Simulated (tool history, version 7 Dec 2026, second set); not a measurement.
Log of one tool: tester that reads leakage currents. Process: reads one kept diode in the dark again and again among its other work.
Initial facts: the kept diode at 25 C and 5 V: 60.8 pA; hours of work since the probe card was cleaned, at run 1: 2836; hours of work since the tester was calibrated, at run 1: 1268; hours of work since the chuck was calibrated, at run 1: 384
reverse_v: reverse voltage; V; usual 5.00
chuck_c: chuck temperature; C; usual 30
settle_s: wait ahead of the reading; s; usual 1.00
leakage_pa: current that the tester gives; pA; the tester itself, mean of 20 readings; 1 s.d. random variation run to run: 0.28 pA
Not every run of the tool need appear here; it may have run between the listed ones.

run,hour,reverse_v,chuck_c,settle_s,hours of work since the probe card was cleaned,hours of work since the tester was calibrated,hours of work since the chuck was calibrated,leakage_pa
1,0.0,5.00,30,1.00,2836,1268,384,99.44
2,102.6,5.00,30,0.33,2915,1347,464,100.76
3,188.4,5.00,31,1.00,2982,1413,530,109.32
4,248.2,5.00,31,1.00,3028,1459,576,110.05
5,329.0,5.00,31,1.00,3090,1522,638,111.18
6,443.8,5.00,31,1.00,3179,1610,727,112.52
7,556.0,5.00,30,1.00,3265,1697,813,104.48
8,654.7,5.00,30,1.14,3341,1773,889,105.43
9,767.2,5.00,20,1.14,3428,1860,976,47.09
# hour 784.7: probe card cleaned and baked
10,845.0,4.08,42,4.97,47,1917,1034,241.95
11,909.7,1.12,20,5.54,96,1967,1084,20.34
# hour 919.3: tester calibrated
12,1025.7,1.12,25,0.36,184,82,1172,31.77
13,1115.4,5.00,20,1.00,254,151,1241,46.28
14,1170.5,5.00,40,2.18,296,194,1283,237.38
15,1237.4,5.00,40,2.18,348,245,1335,239.67
# hour 1278.7: tester calibrated, once more
16,1293.1,1.09,59,8.76,389,11,1377,434.26
# hour 1380.7: chuck's temperature calibrated
17,1385.8,6.69,58,1.96,459,81,4,918.69
18,1442.8,13.21,30,0.31,503,125,48,161.55

Consider 4 possible next runs. They are alternatives, not a sequence: every one starts from the tool as it was left by run 18. What does each give?
A,1519.8,2.41,44,1.00,562,184,107,?
B,1519.8,14.07,30,1.00,562,184,107,?
C,1519.8,7.87,30,1.21,562,184,107,?
D,1519.8,14.72,30,1.00,562,184,107,?

run,leakage_pa
A,194.63
B,166.42
C,121.44
D,170.23
Without the tool's hidden state the same runs would have given:
run,leakage_pa
A,191.51
B,162.56
C,118.81
D,166.26

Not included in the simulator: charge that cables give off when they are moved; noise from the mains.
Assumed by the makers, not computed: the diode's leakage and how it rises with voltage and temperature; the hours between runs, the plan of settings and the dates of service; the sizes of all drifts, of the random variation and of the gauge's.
